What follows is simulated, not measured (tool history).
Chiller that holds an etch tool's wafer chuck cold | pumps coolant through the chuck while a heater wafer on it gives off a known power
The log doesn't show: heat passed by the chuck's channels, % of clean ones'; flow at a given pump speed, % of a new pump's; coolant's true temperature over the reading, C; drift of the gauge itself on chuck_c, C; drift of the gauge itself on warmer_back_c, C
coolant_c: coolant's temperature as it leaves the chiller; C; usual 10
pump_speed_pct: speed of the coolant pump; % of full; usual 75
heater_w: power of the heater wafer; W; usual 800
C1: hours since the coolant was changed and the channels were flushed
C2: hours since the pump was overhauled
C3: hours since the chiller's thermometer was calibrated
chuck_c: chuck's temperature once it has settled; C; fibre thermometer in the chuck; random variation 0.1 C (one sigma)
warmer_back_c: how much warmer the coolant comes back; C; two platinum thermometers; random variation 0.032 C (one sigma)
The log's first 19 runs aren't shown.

{"run": 20, "hour": 588.3, "coolant_c": 11, "pump_speed_pct": 90, "heater_w": 800, "C1": 592, "C2": 749, "C3": 238, "chuck_c": 17.4, "warmer_back_c": 3.15}
{"run": 21, "hour": 616.8, "coolant_c": 11, "pump_speed_pct": 90, "heater_w": 800, "C1": 620, "C2": 778, "C3": 266, "chuck_c": 17.5, "warmer_back_c": 3.17}
{"run": 22, "hour": 633.9, "coolant_c": 10, "pump_speed_pct": 91, "heater_w": 428, "C1": 637, "C2": 795, "C3": 283, "chuck_c": 13.5, "warmer_back_c": 1.64}
{"run": 23, "hour": 660.1, "coolant_c": 5, "pump_speed_pct": 69, "heater_w": 1123, "C1": 663, "C2": 821, "C3": 310, "chuck_c": 16.5, "warmer_back_c": 5.83}
{"run": 24, "hour": 690.9, "coolant_c": 15, "pump_speed_pct": 66, "heater_w": 790, "C1": 694, "C2": 852, "C3": 341, "chuck_c": 23.5, "warmer_back_c": 4.38}
{"run": 25, "hour": 723.1, "coolant_c": 14, "pump_speed_pct": 98, "heater_w": 712, "C1": 726, "C2": 884, "C3": 373, "chuck_c": 19.4, "warmer_back_c": 2.53}
{"run": 26, "hour": 753.0, "coolant_c": 14, "pump_speed_pct": 98, "heater_w": 712, "C1": 756, "C2": 914, "C3": 403, "chuck_c": 19.4, "warmer_back_c": 2.57}
{"run": 27, "hour": 783.6, "coolant_c": 14, "pump_speed_pct": 75, "heater_w": 609, "C1": 787, "C2": 945, "C3": 433, "chuck_c": 19.8, "warmer_back_c": 2.95}
{"run": 28, "hour": 819.2, "coolant_c": 3, "pump_speed_pct": 95, "heater_w": 537, "C1": 823, "C2": 980, "C3": 469, "chuck_c": 7.0, "warmer_back_c": 2.02}
{"run": 29, "hour": 854.6, "coolant_c": 3, "pump_speed_pct": 95, "heater_w": 537, "C1": 858, "C2": 1016, "C3": 504, "chuck_c": 7.3, "warmer_back_c": 2.0}
{"run": 30, "hour": 886.2, "coolant_c": 10, "pump_speed_pct": 73, "heater_w": 887, "C1": 890, "C2": 1047, "C3": 536, "chuck_c": 18.7, "warmer_back_c": 4.38}
{"run": 31, "hour": 902.7, "coolant_c": 16, "pump_speed_pct": 93, "heater_w": 791, "C1": 906, "C2": 1064, "C3": 552, "chuck_c": 22.3, "warmer_back_c": 3.09}

Forecast each of these 4 alternatives for the next run:
{"run": "A", "hour": 924.3, "coolant_c": 10, "pump_speed_pct": 75, "heater_w": 482, "C1": 928, "C2": 1086, "C3": 574, "chuck_c": "?", "warmer_back_c": "?"}
{"run": "B", "hour": 924.3, "coolant_c": 7, "pump_speed_pct": 78, "heater_w": 708, "C1": 928, "C2": 1086, "C3": 574, "chuck_c": "?", "warmer_back_c": "?"}
{"run": "C", "hour": 924.3, "coolant_c": 16, "pump_speed_pct": 93, "heater_w": 764, "C1": 928, "C2": 1086, "C3": 574, "chuck_c": "?", "warmer_back_c": "?"}
{"run": "D", "hour": 924.3, "coolant_c": 1, "pump_speed_pct": 87, "heater_w": 476, "C1": 928, "C2": 1086, "C3": 574, "chuck_c": "?", "warmer_back_c": "?"}

run=A chuck_c=14.6 warmer_back_c=2.30
run=B chuck_c=13.6 warmer_back_c=3.29
run=C chuck_c=22.0 warmer_back_c=2.92
run=D chuck_c=5.1 warmer_back_c=1.93
Without the tool's hidden state the same runs would have given:
run=A chuck_c=14.3 warmer_back_c=2.28
run=B chuck_c=13.2 warmer_back_c=3.26
run=C chuck_c=21.7 warmer_back_c=2.89
run=D chuck_c=4.9 warmer_back_c=1.91
